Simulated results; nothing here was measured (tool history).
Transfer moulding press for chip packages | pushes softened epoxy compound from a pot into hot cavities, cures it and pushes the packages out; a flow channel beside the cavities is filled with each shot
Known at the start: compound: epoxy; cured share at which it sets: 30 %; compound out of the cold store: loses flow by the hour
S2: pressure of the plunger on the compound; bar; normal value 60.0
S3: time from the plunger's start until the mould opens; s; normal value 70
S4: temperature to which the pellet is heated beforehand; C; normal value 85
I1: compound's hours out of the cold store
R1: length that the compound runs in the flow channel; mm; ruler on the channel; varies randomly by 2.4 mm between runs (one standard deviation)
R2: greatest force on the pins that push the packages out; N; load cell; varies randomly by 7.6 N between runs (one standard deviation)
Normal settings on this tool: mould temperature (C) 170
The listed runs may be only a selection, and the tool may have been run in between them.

run 1 day=0.000 | mould_temperature_(C)=170 S2=60.0 S3=70 S4=85 | I1=42.4 | R1=587 R2=317
run 2 day=0.596 | mould_temperature_(C)=170 S2=60.0 S3=70 S4=85 | I1=9.3 | R1=699 R2=339
run 3 day=1.133 | mould_temperature_(C)=169 S2=60.0 S3=70 S4=85 | I1=28.8 | R1=636 R2=341
run 4 day=1.629 | mould_temperature_(C)=169 S2=60.0 S3=65 S4=85 | I1=9.9 | R1=702 R2=389
run 5 day=2.071 | mould_temperature_(C)=169 S2=60.0 S3=65 S4=85 | I1=17.6 | R1=673 R2=362
run 6 day=2.321 | mould_temperature_(C)=170 S2=60.0 S3=70 S4=85 | I1=32.4 | R1=623 R2=333
run 7 day=2.883 | mould_temperature_(C)=170 S2=60.0 S3=70 S4=85 | I1=11.1 | R1=694 R2=339
run 8 day=3.121 | mould_temperature_(C)=175 S2=60.0 S3=70 S4=85 | I1=9.5 | R1=694 R2=299
run 9 day=3.517 | mould_temperature_(C)=175 S2=60.0 S3=70 S4=85 | I1=9.8 | R1=699 R2=318
run 10 day=3.767 | mould_temperature_(C)=170 S2=55.0 S3=70 S4=85 | I1=19.2 | R1=637 R2=322
run 11 day=4.333 | mould_temperature_(C)=170 S2=45.7 S3=70 S4=85 | I1=46.3 | R1=505 R2=332
run 12 day=4.800 | mould_temperature_(C)=174 S2=60.0 S3=70 S4=85 | I1=21.8 | R1=649 R2=320
run 13 day=5.192 | mould_temperature_(C)=174 S2=60.0 S3=70 S4=85 | I1=41.7 | R1=583 R2=297
run 14 day=5.538 | mould_temperature_(C)=174 S2=60.0 S3=70 S4=85 | I1=10.6 | R1=688 R2=322
run 15 day=5.954 | mould_temperature_(C)=173 S2=54.1 S3=90 S4=89 | I1=10.8 | R1=652 R2=307
run 16 day=6.200 | mould_temperature_(C)=173 S2=54.1 S3=90 S4=89 | I1=38.7 | R1=568 R2=295
run 17 day=6.579 | mould_temperature_(C)=165 S2=59.9 S3=90 S4=87 | I1=10.4 | R1=710 R2=310
run 18 day=7.067 | mould_temperature_(C)=165 S2=59.9 S3=90 S4=87 | I1=25.7 | R1=645 R2=314
run 19 day=7.508 | mould_temperature_(C)=165 S2=59.9 S3=90 S4=87 | I1=40.9 | R1=601 R2=306
run 20 day=8.042 | mould_temperature_(C)=167 S2=60.0 S3=78 S4=79 | I1=32.5 | R1=631 R2=318
run 21 day=8.471 | mould_temperature_(C)=170 S2=52.8 S3=70 S4=85 | I1=31.3 | R1=585 R2=348
run 22 day=8.758 | mould_temperature_(C)=170 S2=52.8 S3=70 S4=75 | I1=15.1 | R1=637 R2=343
run 23 day=9.233 | mould_temperature_(C)=169 S2=60.0 S3=106 S4=85 | I1=29.7 | R1=637 R2=296
run 24 day=9.762 | mould_temperature_(C)=172 S2=73.2 S3=106 S4=85 | I1=32.8 | R1=681 R2=298
run 25 day=10.367 | mould_temperature_(C)=169 S2=66.5 S3=106 S4=85 | I1=32.5 | R1=652 R2=284
run 26 day=10.671 | mould_temperature_(C)=169 S2=66.5 S3=106 S4=85 | I1=20.8 | R1=701 R2=285
run 27 day=11.300 | mould_temperature_(C)=167 S2=66.5 S3=108 S4=85 | I1=34.6 | R1=651 R2=297
run 28 day=11.629 | mould_temperature_(C)=170 S2=68.5 S3=51 S4=90 | I1=23.1 | R1=699 R2=579

Withheld: 4 entries from between the runs. Position of each, and hidden state at the listed run before versus the listed run after:
After run 4, before run 5: cavities cleaned with cleaning compound and waxed (day 1.883)
  pressure that reaches the compound, % of what is set: 99.85 -> 99.84; grip of the stained cavities, % over clean ones': 1.5 -> 0.1
After run 16, before run 17: cavities cleaned with cleaning compound and waxed (day 6.462)
  pressure that reaches the compound, % of what is set: 99.81 -> 99.8; grip of the stained cavities, % over clean ones': 1.5 -> 0.1
After run 24, before run 25: plunger's sealing rings changed (day 10.138)
  pressure that reaches the compound, % of what is set: 99.78 -> 100; grip of the stained cavities, % over clean ones': 1.3 -> 1.4
After run 26, before run 27: cavities cleaned with cleaning compound and waxed (day 11.154)
  grip of the stained cavities, % over clean ones': 1.4 -> 0.1

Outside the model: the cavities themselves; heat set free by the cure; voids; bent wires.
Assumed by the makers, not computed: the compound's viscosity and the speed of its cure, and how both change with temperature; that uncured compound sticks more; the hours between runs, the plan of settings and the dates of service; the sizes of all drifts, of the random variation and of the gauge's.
